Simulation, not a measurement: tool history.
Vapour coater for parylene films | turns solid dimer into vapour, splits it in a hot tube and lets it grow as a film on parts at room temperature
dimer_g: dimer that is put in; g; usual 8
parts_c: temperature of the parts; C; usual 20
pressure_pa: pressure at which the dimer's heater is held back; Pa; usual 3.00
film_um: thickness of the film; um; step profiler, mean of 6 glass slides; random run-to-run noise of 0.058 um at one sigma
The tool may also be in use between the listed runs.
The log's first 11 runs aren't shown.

| run | hour | dimer_g | parts_c | pressure_pa | film_um |
|---|---|---|---|---|---|
| 12 | 301.0 | 9 | 20 | 5.66 | 6.80 |
| 13 | 321.6 | 8 | 20 | 11.46 | 5.30 |
| 14 | 358.3 | 8 | 20 | 3.00 | 6.58 |
| 15 | 385.6 | 8 | 20 | 3.00 | 6.52 |
| 16 | 418.5 | 8 | 20 | 10.14 | 5.25 |
| 17 | 449.1 | 8 | 20 | 3.00 | 6.51 |
| 18 | 474.5 | 8 | 20 | 3.00 | 6.37 |
| 19 | 500.3 | 8 | 20 | 7.11 | 5.54 |
| 20 | 540.7 | 8 | 20 | 7.11 | 5.44 |
| 21 | 563.7 | 8 | 20 | 7.11 | 5.34 |
| 22 | 582.4 | 8 | 20 | 7.11 | 5.29 |
| 23 | 601.2 | 8 | 20 | 7.11 | 5.24 |
|  | 628.0 | trap's valve overhauled |
| 24 | 642.2 | 7 | 18 | 7.11 | 5.86 |
| 25 | 662.5 | 7 | 18 | 7.11 | 5.83 |
| 26 | 688.8 | 10 | 28 | 7.11 | 5.31 |
| 27 | 711.4 | 4 | 12 | 7.11 | 4.30 |
| 28 | 750.5 | 4 | 12 | 7.11 | 4.16 |
| 29 | 778.6 | 9 | 22 | 2.84 | 7.18 |
| 30 | 805.7 | 3 | 15 | 4.66 | 2.92 |
| 31 | 828.1 | 10 | 21 | 9.19 | 6.70 |
| 32 | 856.9 | 10 | 21 | 7.54 | 6.80 |
| 33 | 889.0 | 4 | 28 | 2.76 | 2.43 |

What if the next run were any one of these 4? Each begins from the tool's condition after run 33:
| A | 911.4 | 4 | 18 | 5.30 | ? |
| B | 911.4 | 4 | 15 | 2.76 | ? |
| C | 911.4 | 9 | 16 | 10.00 | ? |
| D | 911.4 | 8 | 20 | 2.07 | ? |

| run | film_um |
|---|---|
| A | 3.24 |
| B | 4.09 |
| C | 7.17 |
| D | 7.17 |
Had the tool no hidden state, the same runs would have come out as:
| run | film_um |
|---|---|
| A | 3.36 |
| B | 4.34 |
| C | 7.43 |
| D | 7.43 |
